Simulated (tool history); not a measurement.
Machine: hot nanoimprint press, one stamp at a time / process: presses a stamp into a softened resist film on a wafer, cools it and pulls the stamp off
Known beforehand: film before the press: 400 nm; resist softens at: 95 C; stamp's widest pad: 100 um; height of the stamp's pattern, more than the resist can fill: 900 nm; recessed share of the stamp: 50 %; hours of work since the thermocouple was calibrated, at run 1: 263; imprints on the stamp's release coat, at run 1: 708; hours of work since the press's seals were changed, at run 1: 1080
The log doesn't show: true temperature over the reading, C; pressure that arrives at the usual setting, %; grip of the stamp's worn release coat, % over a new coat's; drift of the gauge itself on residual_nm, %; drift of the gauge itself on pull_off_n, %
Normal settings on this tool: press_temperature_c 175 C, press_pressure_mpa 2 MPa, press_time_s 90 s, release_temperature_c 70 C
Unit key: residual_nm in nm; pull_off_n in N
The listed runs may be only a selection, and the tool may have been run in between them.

run	hour	press_temperature_c	press_pressure_mpa	press_time_s	release_temperature_c	hours of work since the thermocouple was calibrated	imprints on the stamp's release coat	hours of work since the press's seals were changed	residual_nm	pull_off_n
1	0	175	2	90	70	263	708	1080	139.5	123
2	40.2	175	2	90	70	290	821	1107	140.4	123
3	68.8	175	2	90	70	310	901	1127	140.1	121
# hour 111.6: press's hydraulic seals changed and the load cell set to zero
4	120.5	175	2	90	70	339	1024	6	140.5	128
5	143.4	175	2	90	71	355	1089	22	140.5	119
6	183.5	175	2	90	71	382	1202	49	139.7	120
# hour 196.1: plate thermocouple calibrated
7	207.5	175	2	90	71	8	1261	63	139.9	126
8	248.3	175	2.09	67	75	35	1376	91	156.7	108
9	281.4	175	2.09	67	75	58	1469	113	155.7	114
10	317.6	175	1.78	90	70	82	1571	138	146.8	123
11	355.6	165	1.82	90	70	108	1678	163	209	125
12	393.9	165	1.82	90	70	134	1786	190	209	127
13	427.8	175	2	169	69	157	1881	212	106.3	131
14	460.4	179	2	142	69	179	1973	235	98.7	126

What if the next run were any one of these 5? Each begins from the tool's condition after run 14:
# hour 498: stamp cleaned and given a new release coat
A	504.9	181	2	142	69	205	19	261	?	?
# hour 498: stamp cleaned and given a new release coat
B	504.9	168	1.3	142	69	205	19	261	?	?
# hour 498: stamp cleaned and given a new release coat
C	504.9	175	2.09	84	70	205	19	261	?	?
# hour 498: stamp cleaned and given a new release coat
D	504.9	178	2	90	70	205	19	261	?	?
# hour 498: stamp cleaned and given a new release coat
E	504.9	164	2	90	70	205	19	261	?	?

run	residual_nm	pull_off_n
A	91.7	128
B	179	126
C	140.8	125
D	125.9	121
E	210.3	122
With the hidden condition removed and each run's random variation left untouched, the same runs would have given:
run	residual_nm	pull_off_n
A	91.8	128
B	179.2	126
C	140.9	125
D	126	121
E	210.5	122
